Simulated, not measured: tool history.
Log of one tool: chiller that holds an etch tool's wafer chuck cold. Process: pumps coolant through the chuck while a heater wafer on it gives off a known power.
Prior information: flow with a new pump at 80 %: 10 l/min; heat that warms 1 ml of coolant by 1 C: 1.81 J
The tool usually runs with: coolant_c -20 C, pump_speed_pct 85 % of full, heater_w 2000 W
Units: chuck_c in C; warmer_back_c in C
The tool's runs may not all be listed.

run,hour,coolant_c,pump_speed_pct,heater_w,chuck_c,warmer_back_c
1,0,-20,85,2000,-5.1,6.19
2,105.4,-20,85,2000,-5.3,6.23
3,161.7,-27,85,2000,-12.1,6.28
4,259.1,-27,66,2000,-9,8.33
5,359.1,-27,66,2000,-9.1,8.34
6,472.1,-27,66,2000,-8.9,8.34
7,598.2,-27,66,2000,-9.1,8.39
8,664.2,-20,85,2692,0.2,8.4
9,766.1,-20,85,2806,0.8,8.75
10,857.6,-20,85,2806,0.9,8.82
11,945,-21,85,2000,-6,6.25
12,1071.9,-21,85,2000,-6.3,6.27
13,1198.1,-21,85,2000,-6.2,6.29
14,1283.8,-20,85,2000,-5.1,6.35
15,1348,-20,85,2000,-5.1,6.32
16,1467.4,-20,85,2000,-5.1,6.37
17,1528.6,-15,94,2090,-0.4,5.93
18,1587.4,-29,62,2480,-5.7,11.24
19,1717.7,-17,85,1125,-8.5,3.63
20,1837.1,-17,85,1125,-8.7,3.7
21,1946.7,-17,61,1514,-2.3,7.01
22,2007.5,-27,73,2175,-8.7,8.26
23,2122.7,-24,85,1354,-14,4.42
24,2238.1,-24,85,1354,-13.8,4.41
25,2301.2,-14,67,1143,-3.7,4.86
26,2363.1,-25,85,2342,-7.5,7.52
27,2429,-25,71,2342,-5,9.19
28,2495.3,-11,80,2342,7.3,7.95
29,2560.8,-11,98,1661,0.2,4.61
30,2629.8,-11,98,1661,0.2,4.58
31,2714.8,-19,85,2000,-4.3,6.47

Between the runs listed above, the log contained 2 entries, not reproduced here. Where in the sequence does each belong, and how does what the log doesn't record of the tool's condition differ from the listed run before to the listed run after?
Run 6 -> run 7: coolant changed, channels flushed (hour 507.9)
  heat passed by the chuck's channels, % of clean ones': 99.9 -> 100; drift of the gauge itself on warmer_back_c, C: 0.04 -> 0.06
  the result without the hidden state subtracted from the measured one, warmer_back_c: +0.05 -> +0.06 C
Run 8 -> run 9: chiller's thermometer calibrated (hour 682.9)
  coolant's true temperature over the reading, C: 0.01 -> 0; drift of the gauge itself on warmer_back_c, C: 0.06 -> 0.07
  the result without the hidden state subtracted from the measured one, warmer_back_c: +0.07 -> +0.07 C

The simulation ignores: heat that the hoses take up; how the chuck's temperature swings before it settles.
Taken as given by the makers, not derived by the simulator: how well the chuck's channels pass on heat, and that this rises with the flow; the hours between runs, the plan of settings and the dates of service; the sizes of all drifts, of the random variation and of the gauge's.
